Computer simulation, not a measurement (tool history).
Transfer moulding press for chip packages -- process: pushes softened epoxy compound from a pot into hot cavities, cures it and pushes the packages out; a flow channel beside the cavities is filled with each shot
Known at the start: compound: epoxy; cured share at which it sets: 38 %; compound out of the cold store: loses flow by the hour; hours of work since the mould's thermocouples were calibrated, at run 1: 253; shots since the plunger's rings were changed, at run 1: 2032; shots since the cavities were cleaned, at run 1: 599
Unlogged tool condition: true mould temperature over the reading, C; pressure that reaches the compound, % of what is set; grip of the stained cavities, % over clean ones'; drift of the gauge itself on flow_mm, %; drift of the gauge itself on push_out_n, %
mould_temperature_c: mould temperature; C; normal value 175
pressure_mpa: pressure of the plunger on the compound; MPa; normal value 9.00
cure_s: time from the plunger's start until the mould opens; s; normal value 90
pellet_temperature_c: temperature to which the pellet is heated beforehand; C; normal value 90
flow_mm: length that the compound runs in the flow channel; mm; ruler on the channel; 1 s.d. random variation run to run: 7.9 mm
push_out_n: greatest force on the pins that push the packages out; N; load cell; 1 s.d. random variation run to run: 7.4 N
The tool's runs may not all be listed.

| run | day | mould_temperature_c | pressure_mpa | cure_s | pellet_temperature_c | hours of work since the mould's thermocouples were calibrated | shots since the plunger's rings were changed | shots since the cavities were cleaned | incoming compound's hours out of the cold store | flow_mm | push_out_n |
|---|---|---|---|---|---|---|---|---|---|---|---|
| 1 | 0.000 | 175 | 9.00 | 90 | 90 | 253 | 2032 | 599 | 40.2 | 870 | 435 |
| 2 | 0.838 | 175 | 9.00 | 90 | 90 | 265 | 2292 | 859 | 20.5 | 929 | 505 |
|  | 1.871 | cavities cleaned with cleaning compound and waxed |
| 3 | 1.975 | 175 | 9.00 | 90 | 90 | 280 | 2624 | 32 | 8.2 | 978 | 350 |
| 4 | 2.642 | 175 | 9.00 | 90 | 90 | 290 | 2831 | 239 | 26.0 | 893 | 411 |
| 5 | 3.504 | 175 | 9.00 | 86 | 90 | 302 | 3099 | 507 | 35.0 | 868 | 456 |
| 6 | 4.450 | 175 | 9.00 | 86 | 90 | 316 | 3392 | 800 | 41.8 | 834 | 496 |
| 7 | 5.075 | 175 | 9.00 | 86 | 90 | 324 | 3586 | 994 | 45.2 | 828 | 509 |
|  | 5.683 | cavities cleaned with cleaning compound and waxed |
| 8 | 5.762 | 175 | 9.00 | 90 | 83 | 333 | 3780 | 25 | 39.1 | 864 | 332 |
| 9 | 6.971 | 175 | 9.00 | 112 | 90 | 351 | 4155 | 400 | 18.1 | 909 | 403 |
|  | 7.746 | plunger's sealing rings changed |
| 10 | 8.150 | 175 | 9.00 | 70 | 90 | 366 | 125 | 733 | 13.4 | 989 | 723 |
| 11 | 9.038 | 175 | 9.00 | 70 | 95 | 379 | 401 | 1009 | 45.5 | 865 | 656 |
|  | 9.600 | cavities cleaned with cleaning compound and waxed |
| 12 | 10.050 | 175 | 9.00 | 70 | 95 | 392 | 696 | 140 | 47.8 | 851 | 480 |
| 13 | 10.650 | 175 | 9.00 | 90 | 90 | 401 | 882 | 326 | 10.3 | 994 | 423 |
| 14 | 11.308 | 175 | 9.43 | 90 | 90 | 410 | 1086 | 530 | 26.4 | 945 | 455 |
| 15 | 12.700 | 175 | 7.20 | 86 | 90 | 430 | 1518 | 962 | 9.7 | 880 | 521 |
|  | 13.379 | cavities cleaned with cleaning compound and waxed |
| 16 | 13.962 | 175 | 9.00 | 91 | 81 | 447 | 1889 | 180 | 28.4 | 915 | 379 |
|  | 14.271 | mould's thermocouples calibrated |
| 17 | 15.150 | 175 | 9.00 | 91 | 81 | 13 | 2233 | 524 | 47.8 | 831 | 464 |
| 18 | 16.525 | 181 | 7.39 | 90 | 90 | 32 | 2659 | 950 | 18.9 | 813 | 461 |
| 19 | 17.125 | 175 | 9.25 | 106 | 90 | 41 | 2845 | 1136 | 16.1 | 946 | 473 |
|  | 17.283 | cavities cleaned with cleaning compound and waxed |
| 20 | 18.567 | 175 | 9.25 | 106 | 90 | 60 | 3272 | 398 | 32.8 | 885 | 400 |
| 21 | 19.821 | 175 | 9.25 | 106 | 90 | 78 | 3662 | 788 | 10.0 | 980 | 464 |
| 22 | 20.783 | 175 | 9.00 | 95 | 87 | 92 | 3960 | 1086 | 30.9 | 884 | 477 |
|  | 21.088 | cavities cleaned with cleaning compound and waxed |
|  | 22.254 | plunger's sealing rings changed |
| 23 | 22.283 | 175 | 9.00 | 95 | 87 | 111 | 8 | 338 | 12.2 | 983 | 405 |
| 24 | 23.629 | 175 | 9.00 | 95 | 87 | 130 | 426 | 756 | 42.3 | 867 | 436 |
|  | 24.983 | cavities cleaned with cleaning compound and waxed |
| 25 | 24.983 | 175 | 6.96 | 90 | 83 | 149 | 827 | 0 | 13.6 | 863 | 336 |
| 26 | 25.888 | 181 | 9.69 | 90 | 80 | 162 | 1108 | 281 | 40.1 | 868 | 370 |
| 27 | 26.871 | 171 | 6.83 | 112 | 80 | 176 | 1412 | 585 | 47.0 | 764 | 431 |
| 28 | 27.804 | 179 | 9.88 | 91 | 90 | 189 | 1702 | 875 | 20.0 | 956 | 454 |

Table of differences, measured result less the result of that run with no hidden state. Run-to-run variation is the same in both. Gauge scatter possibly is not:
| run | flow_mm | push_out_n |
|---|---|---|
| 1 | -27 | +135 |
| 2 | -33 | +175 |
| 3 | -40 | +25 |
| 4 | -39 | +84 |
| 5 | -42 | +137 |
| 6 | -45 | +171 |
| 7 | -47 | +185 |
| 8 | -52 | +12 |
| 9 | -60 | +110 |
| 10 | -5 | +232 |
| 11 | -7 | +231 |
| 12 | -11 | +62 |
| 13 | -16 | +104 |
| 14 | -19 | +138 |
| 15 | -23 | +183 |
| 16 | -28 | +68 |
| 17 | -28 | +142 |
| 18 | -32 | +170 |
| 19 | -41 | +182 |
| 20 | -44 | +109 |
| 21 | -54 | +163 |
| 22 | -53 | +178 |
| 23 | -6 | +96 |
| 24 | -10 | +148 |
| 25 | -16 | +5 |
| 26 | -18 | +90 |
| 27 | -20 | +138 |
| 28 | -29 | +165 |
